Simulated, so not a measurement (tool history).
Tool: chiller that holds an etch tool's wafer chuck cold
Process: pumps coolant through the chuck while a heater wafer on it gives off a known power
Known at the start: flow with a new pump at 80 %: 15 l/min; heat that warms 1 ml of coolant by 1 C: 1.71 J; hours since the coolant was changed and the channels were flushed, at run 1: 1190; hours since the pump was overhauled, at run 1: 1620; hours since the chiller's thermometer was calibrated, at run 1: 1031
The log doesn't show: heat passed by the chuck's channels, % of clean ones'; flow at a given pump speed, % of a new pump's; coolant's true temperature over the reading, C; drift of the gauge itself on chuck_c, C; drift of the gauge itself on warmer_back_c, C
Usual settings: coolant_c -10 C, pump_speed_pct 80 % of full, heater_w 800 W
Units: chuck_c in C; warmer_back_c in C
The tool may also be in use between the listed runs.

run,day,coolant_c,pump_speed_pct,heater_w,hours since the coolant was changed and the channels were flushed,hours since the pump was overhauled,hours since the chiller's thermometer was calibrated,chuck_c,warmer_back_c
1,0,-10,80,800,1190,1620,1031,-4.7,1.909
2,5.104,-10,80,829,1312,1743,1153,-4.6,1.977
3,9.921,-10,80,800,1428,1858,1269,-4.6,1.908
4,16.638,-10,80,800,1589,2020,1430,-4.5,1.905
5,21.362,-10,80,800,1702,2133,1544,-4.6,1.9
6,24.25,-10,80,963,1772,2202,1613,-3.6,2.31
7,30.179,-10,80,800,1914,2345,1755,-4.3,1.916
8,36.471,-5,80,800,2065,2496,1906,0.5,1.92
9,42,-14,80,800,2198,2628,2039,-8.4,1.922
10,47.3,-10,80,709,2325,2755,2166,-5.2,1.707
# day 50.025: chiller's thermometer calibrated
11,51.996,-10,80,697,2437,2867,47,-5,1.673
12,55.233,-10,80,800,2514,2945,125,-4.1,1.926
13,60.288,-10,80,800,2636,3066,246,-4.4,1.943
14,63.183,-15,80,800,2705,3136,316,-9.2,1.923
15,67.121,-10,80,604,2800,3230,410,-5.7,1.453
16,73.779,-10,80,604,2959,3390,570,-5.7,1.453
17,76.604,-10,80,604,3027,3458,638,-5.5,1.465
18,83.154,-7,80,800,3184,3615,795,-1.2,1.935
19,88.012,-10,80,800,3301,3732,912,-4.2,1.919
20,91.517,-2,80,800,3385,3816,996,4,1.944
21,98.192,-13,100,800,3545,3976,1156,-7.7,1.537
22,102.25,-13,100,1082,3643,4073,1253,-6,2.072
23,106.312,-14,69,478,3740,4171,1351,-10,1.351
24,111.962,-2,80,751,3876,4306,1486,3.6,1.827
25,115.775,-19,93,502,3967,4398,1578,-15.6,1.042
26,119.879,-18,64,800,4066,4496,1676,-11.2,2.463
27,125.917,-18,64,800,4211,4641,1821,-11,2.47
28,131.758,-18,64,800,4351,4781,1962,-11,2.479
29,135.9,-10,80,759,4450,4881,2061,-4.2,1.851
30,139.342,-8,88,800,4533,4963,2144,-2.3,1.749

The next listed run, before its measurement:
# day 143.3: chiller's thermometer calibrated
31,145.921,-8,69,754,4690,5120,63,?,?

{"run 31": {"chuck_c": -1.8, "warmer_back_c": 2.158}}
Without the tool's hidden state the same run would have given chuck_c -2.6 C, warmer_back_c 2.059 C.

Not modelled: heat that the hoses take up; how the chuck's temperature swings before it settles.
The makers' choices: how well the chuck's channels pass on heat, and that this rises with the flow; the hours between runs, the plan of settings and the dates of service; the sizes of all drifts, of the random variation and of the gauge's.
